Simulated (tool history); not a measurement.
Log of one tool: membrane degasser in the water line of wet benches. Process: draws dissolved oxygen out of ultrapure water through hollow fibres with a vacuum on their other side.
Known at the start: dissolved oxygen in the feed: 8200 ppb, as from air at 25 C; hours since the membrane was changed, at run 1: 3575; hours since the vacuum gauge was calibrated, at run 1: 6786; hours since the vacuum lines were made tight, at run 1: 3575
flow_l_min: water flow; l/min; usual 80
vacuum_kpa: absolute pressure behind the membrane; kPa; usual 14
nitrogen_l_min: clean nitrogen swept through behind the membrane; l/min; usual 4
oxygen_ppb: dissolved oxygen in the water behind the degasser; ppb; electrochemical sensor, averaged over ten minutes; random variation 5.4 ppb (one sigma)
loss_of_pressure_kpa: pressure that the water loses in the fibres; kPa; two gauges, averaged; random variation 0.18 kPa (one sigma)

run,hour,flow_l_min,vacuum_kpa,nitrogen_l_min,hours since the membrane was changed,hours since the vacuum gauge was calibrated,hours since the vacuum lines were made tight,oxygen_ppb,loss_of_pressure_kpa
1,0,80,14,4,3575,6786,3575,578.3,34.6
2,58.1,80,14,4,3633,6844,3633,578.9,34.84
3,187.6,80,14,4,3763,6974,3763,577.4,35.15
4,279.9,80,11.3,4,3855,7066,3855,462.4,35.06
5,383.4,80,14,3.67,3959,7170,3959,613.9,34.81
6,508.8,80,14,4,4084,7295,4084,571.6,34.83
7,625.9,80,14,4,4201,7412,4201,580.6,34.78
8,737.9,93,14,4,4313,7524,4313,697.2,40.65
9,872.1,80,12.6,4,4447,7658,4447,521.3,35
10,957.7,80,14,4.41,4533,7744,4533,530.5,34.91
11,1030.2,80,14,9.88,4606,7816,4606,310.3,34.91
12,1119.2,80,14,4,4695,7905,4695,574.6,35.08
13,1196.5,80,14,1.75,4772,7983,4772,1012.2,34.66
# hour 1238.2: vacuum gauge calibrated
14,1271.9,80,14,2.66,4847,34,4847,720.4,34.9
15,1379,80,14,2.66,4954,141,4954,744.5,35.12
16,1475.6,80,14,2.66,5050,237,5050,738.4,35.05
17,1564.8,68,24.6,11.11,5140,327,5140,363.1,29.92
18,1670,85,15.1,4,5245,432,5245,640.6,37.22
19,1795.3,113,12.3,10.6,5370,557,5370,513.1,49.51
20,1889.6,61,18.9,5.67,5464,651,5464,419.4,26.91
21,1987.4,80,30.9,3.16,5562,749,5562,1386.1,35.23
# hour 2012.3: seals of the vacuum lines changed
22,2063.3,80,30.9,3.16,5636,823,51,1368.4,35.2
23,2179.3,80,30.9,3.16,5752,939,167,1382.8,35.3
24,2291.3,80,30.9,3.16,5864,1051,279,1390.3,35.34
25,2417.3,80,13.4,3.92,5990,1177,405,541.9,35.06
26,2508.4,94,16.5,8.42,6081,1268,496,497.8,41.47
27,2577.4,80,14,4.1,6150,1337,565,541.4,35.37
28,2637.6,119,14,4.1,6210,1397,625,947.9,52.14
29,2766.5,119,14,4.1,6339,1526,754,950.4,52.36
30,2869.7,64,27.4,6.89,6443,1630,857,542.4,28.47
31,2939.9,52,11.2,6.5,6513,1700,928,170.7,22.82

4 ways to go on from here, each from the tool as it stands after run 31. What would each give?
A,3047.1,57,21.7,6.71,6620,1807,1035,?,?
B,3047.1,80,14.8,4,6620,1807,1035,?,?
C,3047.1,80,14,10.75,6620,1807,1035,?,?
D,3047.1,114,14,3.79,6620,1807,1035,?,?

run,oxygen_ppb,loss_of_pressure_kpa
A,381.8,25.27
B,597.7,35.25
C,293.9,35.35
D,933.4,50.62
Without the tool's hidden state the same runs would have given:
run,oxygen_ppb,loss_of_pressure_kpa
A,372.7,24.25
B,574.1,33.83
C,273.7,33.92
D,888.2,48.58
